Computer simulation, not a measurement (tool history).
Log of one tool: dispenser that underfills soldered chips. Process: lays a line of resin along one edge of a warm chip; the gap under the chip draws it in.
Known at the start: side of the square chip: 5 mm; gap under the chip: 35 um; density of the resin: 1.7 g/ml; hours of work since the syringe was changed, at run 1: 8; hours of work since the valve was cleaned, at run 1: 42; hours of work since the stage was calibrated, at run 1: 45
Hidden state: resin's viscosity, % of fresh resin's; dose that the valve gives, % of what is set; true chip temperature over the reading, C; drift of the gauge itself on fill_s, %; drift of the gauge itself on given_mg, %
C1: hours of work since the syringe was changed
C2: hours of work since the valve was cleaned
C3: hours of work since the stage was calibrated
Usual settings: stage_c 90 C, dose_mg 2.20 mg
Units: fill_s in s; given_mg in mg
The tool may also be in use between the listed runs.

run 1 hour=0.0 | stage_c=90 dose_mg=2.20 | C1=8 C2=42 C3=45 | fill_s=60.3 given_mg=2.152
-- hour=4.8 new syringe of resin
run 2 hour=6.6 | stage_c=90 dose_mg=2.20 | C1=1 C2=47 C3=50 | fill_s=33.9 given_mg=2.152
run 3 hour=14.3 | stage_c=90 dose_mg=2.20 | C1=7 C2=53 C3=56 | fill_s=56.0 given_mg=2.135
-- hour=20.6 new syringe of resin
-- hour=21.6 dispensing valve cleaned and set on the balance
run 4 hour=23.7 | stage_c=90 dose_mg=2.20 | C1=2 C2=2 C3=62 | fill_s=36.3 given_mg=2.201
run 5 hour=29.9 | stage_c=100 dose_mg=2.20 | C1=6 C2=6 C3=66 | fill_s=39.8 given_mg=2.183
run 6 hour=35.7 | stage_c=93 dose_mg=2.20 | C1=10 C2=10 C3=71 | fill_s=69.6 given_mg=2.175
-- hour=37.1 new syringe of resin
run 7 hour=42.0 | stage_c=97 dose_mg=2.37 | C1=4 C2=15 C3=75 | fill_s=34.6 given_mg=2.367
run 8 hour=51.0 | stage_c=100 dose_mg=2.37 | C1=10 C2=22 C3=82 | fill_s=56.1 given_mg=2.346
-- hour=52.6 new syringe of resin
run 9 hour=59.8 | stage_c=95 dose_mg=2.67 | C1=5 C2=28 C3=88 | fill_s=41.6 given_mg=2.639
run 10 hour=66.2 | stage_c=77 dose_mg=2.35 | C1=10 C2=33 C3=93 | fill_s=109.0 given_mg=2.314
-- hour=68.4 new syringe of resin
run 11 hour=72.1 | stage_c=77 dose_mg=2.35 | C1=3 C2=37 C3=97 | fill_s=55.9 given_mg=2.305
run 12 hour=78.6 | stage_c=77 dose_mg=2.35 | C1=8 C2=42 C3=102 | fill_s=85.6 given_mg=2.312

Forecast each of these 3 alternatives for the next run:
-- hour=83.8 new syringe of resin
run A hour=85.3 | stage_c=102 dose_mg=2.35 | C1=1 C2=47 C3=107 | fill_s=? given_mg=?
-- hour=83.8 new syringe of resin
run B hour=85.3 | stage_c=90 dose_mg=2.03 | C1=1 C2=47 C3=107 | fill_s=? given_mg=?
-- hour=83.8 new syringe of resin
run C hour=85.3 | stage_c=86 dose_mg=2.48 | C1=1 C2=47 C3=107 | fill_s=? given_mg=?

run=A fill_s=25.5 given_mg=2.297
run=B fill_s=36.0 given_mg=1.981
run=C fill_s=39.1 given_mg=2.425
Without the tool's hidden state the same runs would have given:
run=A fill_s=22.7 given_mg=2.346
run=B fill_s=31.8 given_mg=2.023
run=C fill_s=34.6 given_mg=2.477
